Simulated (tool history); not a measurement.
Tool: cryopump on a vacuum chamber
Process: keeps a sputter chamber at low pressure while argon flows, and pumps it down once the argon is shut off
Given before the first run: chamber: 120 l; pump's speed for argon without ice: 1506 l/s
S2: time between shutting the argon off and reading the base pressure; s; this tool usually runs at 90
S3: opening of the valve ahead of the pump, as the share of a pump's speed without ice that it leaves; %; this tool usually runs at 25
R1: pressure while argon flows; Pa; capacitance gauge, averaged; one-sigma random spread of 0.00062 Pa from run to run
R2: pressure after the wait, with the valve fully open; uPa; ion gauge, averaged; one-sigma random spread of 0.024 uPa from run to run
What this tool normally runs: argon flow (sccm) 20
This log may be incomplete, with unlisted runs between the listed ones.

run 1 hour=0 | argon_flow_(sccm)=20 S2=90 S3=25 | R1=0.0904 R2=1.55
run 2 hour=22.1 | argon_flow_(sccm)=20 S2=90 S3=25 | R1=0.09 R2=1.54
run 3 hour=41.1 | argon_flow_(sccm)=20 S2=90 S3=25 | R1=0.09 R2=1.54
run 4 hour=54.8 | argon_flow_(sccm)=20 S2=90 S3=25 | R1=0.0902 R2=1.56
run 5 hour=72.5 | argon_flow_(sccm)=20 S2=59 S3=25 | R1=0.091 R2=1.93
run 6 hour=87.8 | argon_flow_(sccm)=20 S2=59 S3=25 | R1=0.0909 R2=1.96
run 7 hour=101.1 | argon_flow_(sccm)=17 S2=90 S3=25 | R1=0.0769 R2=1.56
run 8 hour=120.1 | argon_flow_(sccm)=20 S2=90 S3=25 | R1=0.0902 R2=1.63
run 9 hour=136.2 | argon_flow_(sccm)=20 S2=90 S3=25 | R1=0.0905 R2=1.56
run 10 hour=153.9 | argon_flow_(sccm)=20 S2=90 S3=25 | R1=0.0911 R2=1.62
run 11 hour=163.9 | argon_flow_(sccm)=20 S2=90 S3=25 | R1=0.0915 R2=1.64
run 12 hour=187.2 | argon_flow_(sccm)=20 S2=157 S3=25 | R1=0.0914 R2=1.36
run 13 hour=202.7 | argon_flow_(sccm)=11 S2=50 S3=36 | R1=0.0353 R2=2.22
run 14 hour=213.9 | argon_flow_(sccm)=11 S2=50 S3=36 | R1=0.0356 R2=2.18
run 15 hour=225.3 | argon_flow_(sccm)=31 S2=133 S3=25 | R1=0.1414 R2=1.49
run 16 hour=245.8 | argon_flow_(sccm)=20 S2=78 S3=46 | R1=0.0501 R2=1.83
run 17 hour=264.1 | argon_flow_(sccm)=20 S2=78 S3=46 | R1=0.0501 R2=1.81
run 18 hour=276.3 | argon_flow_(sccm)=40 S2=34 S3=32 | R1=0.1424 R2=2.74
run 19 hour=295.9 | argon_flow_(sccm)=40 S2=34 S3=32 | R1=0.1434 R2=2.73
run 20 hour=307.8 | argon_flow_(sccm)=40 S2=34 S3=35 | R1=0.1314 R2=2.89
run 21 hour=326.3 | argon_flow_(sccm)=20 S2=36 S3=35 | R1=0.0666 R2=2.71

Predict each of these 5 candidate next runs independently; none follows another, all start after run 21:
run A hour=336.3 | argon_flow_(sccm)=20 S2=90 S3=50 | R1=? R2=?
run B hour=336.3 | argon_flow_(sccm)=32 S2=90 S3=25 | R1=? R2=?
run C hour=336.3 | argon_flow_(sccm)=20 S2=152 S3=46 | R1=? R2=?
run D hour=336.3 | argon_flow_(sccm)=20 S2=131 S3=35 | R1=? R2=?
run E hour=336.3 | argon_flow_(sccm)=33 S2=186 S3=49 | R1=? R2=?

run=A R1=0.0474 R2=1.74
run=B R1=0.1476 R2=1.79
run=C R1=0.0508 R2=1.52
run=D R1=0.0659 R2=1.56
run=E R1=0.079 R2=1.41
Stripped of hidden state, with their random variation kept, the same runs would have yielded:
run=A R1=0.0454 R2=0.83
run=B R1=0.1444 R2=0.88
run=C R1=0.0488 R2=0.6
run=D R1=0.0639 R2=0.65
run=E R1=0.0758 R2=0.49
